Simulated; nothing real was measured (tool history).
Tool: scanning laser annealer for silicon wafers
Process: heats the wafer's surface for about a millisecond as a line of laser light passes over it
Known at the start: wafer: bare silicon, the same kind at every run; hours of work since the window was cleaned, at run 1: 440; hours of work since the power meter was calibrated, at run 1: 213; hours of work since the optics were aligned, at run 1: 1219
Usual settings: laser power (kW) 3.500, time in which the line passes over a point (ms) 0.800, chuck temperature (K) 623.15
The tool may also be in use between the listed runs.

| run | hour | laser power (kW) | time in which the line passes over a point (ms) | chuck temperature (K) | hours of work since the window was cleaned | hours of work since the power meter was calibrated | hours of work since the optics were aligned | highest temperature of the surface (K) |
|---|---|---|---|---|---|---|---|---|
| 1 | 0.0 | 3.500 | 0.800 | 623.15 | 440 | 213 | 1219 | 1392.15 |
| 2 | 21.7 | 3.500 | 0.800 | 623.15 | 452 | 224 | 1231 | 1390.15 |
| 3 | 37.5 | 3.500 | 0.915 | 623.15 | 460 | 233 | 1240 | 1448.15 |
| 4 | 55.7 | 3.500 | 0.915 | 623.15 | 470 | 243 | 1249 | 1448.15 |
| 5 | 65.4 | 3.500 | 0.800 | 623.15 | 475 | 248 | 1255 | 1391.15 |
| 6 | 83.6 | 3.500 | 0.800 | 609.15 | 485 | 258 | 1264 | 1378.15 |
| 7 | 96.6 | 3.547 | 0.800 | 623.15 | 492 | 265 | 1271 | 1406.15 |
| 8 | 113.1 | 3.547 | 0.800 | 623.15 | 501 | 274 | 1280 | 1407.15 |
| 9 | 122.7 | 3.713 | 0.800 | 623.15 | 506 | 279 | 1286 | 1450.15 |
| 10 | 133.4 | 3.713 | 0.800 | 623.15 | 512 | 285 | 1291 | 1448.15 |
| 11 | 148.0 | 3.500 | 0.575 | 623.15 | 520 | 293 | 1299 | 1273.15 |
| 12 | 161.3 | 3.500 | 0.575 | 623.15 | 527 | 300 | 1306 | 1269.15 |
| 13 | 172.8 | 3.500 | 0.575 | 623.15 | 533 | 306 | 1313 | 1267.15 |
| 14 | 193.2 | 3.500 | 0.575 | 623.15 | 544 | 317 | 1324 | 1271.15 |
| 15 | 208.0 | 3.500 | 0.575 | 623.15 | 552 | 325 | 1331 | 1269.15 |
| 16 | 225.6 | 3.500 | 0.575 | 623.15 | 562 | 334 | 1341 | 1269.15 |
| 17 | 236.2 | 3.500 | 0.575 | 623.15 | 567 | 340 | 1347 | 1271.15 |
| 18 | 255.3 | 3.500 | 0.575 | 623.15 | 578 | 350 | 1357 | 1271.15 |
| 19 | 274.5 | 3.500 | 0.800 | 623.15 | 588 | 361 | 1367 | 1395.15 |
| 20 | 296.0 | 3.500 | 0.800 | 623.15 | 600 | 372 | 1379 | 1396.15 |
| 21 | 310.2 | 3.500 | 0.800 | 623.15 | 607 | 380 | 1387 | 1394.15 |
|  | 317.0 | optics aligned, line set to its width |
| 22 | 325.5 | 3.823 | 0.800 | 590.15 | 613 | 386 | 5 | 1445.15 |
| 23 | 344.0 | 3.823 | 0.800 | 590.15 | 623 | 395 | 15 | 1444.15 |
| 24 | 356.9 | 3.823 | 0.800 | 609.15 | 630 | 402 | 22 | 1463.15 |

The next listed run, before its measurement:
| 25 | 365.9 | 3.276 | 0.800 | 609.15 | 635 | 407 | 26 | ? |

highest temperature of the surface (K): 1325.15
Without the tool's hidden state the same run would have given highest temperature of the surface (K) 1325.15.

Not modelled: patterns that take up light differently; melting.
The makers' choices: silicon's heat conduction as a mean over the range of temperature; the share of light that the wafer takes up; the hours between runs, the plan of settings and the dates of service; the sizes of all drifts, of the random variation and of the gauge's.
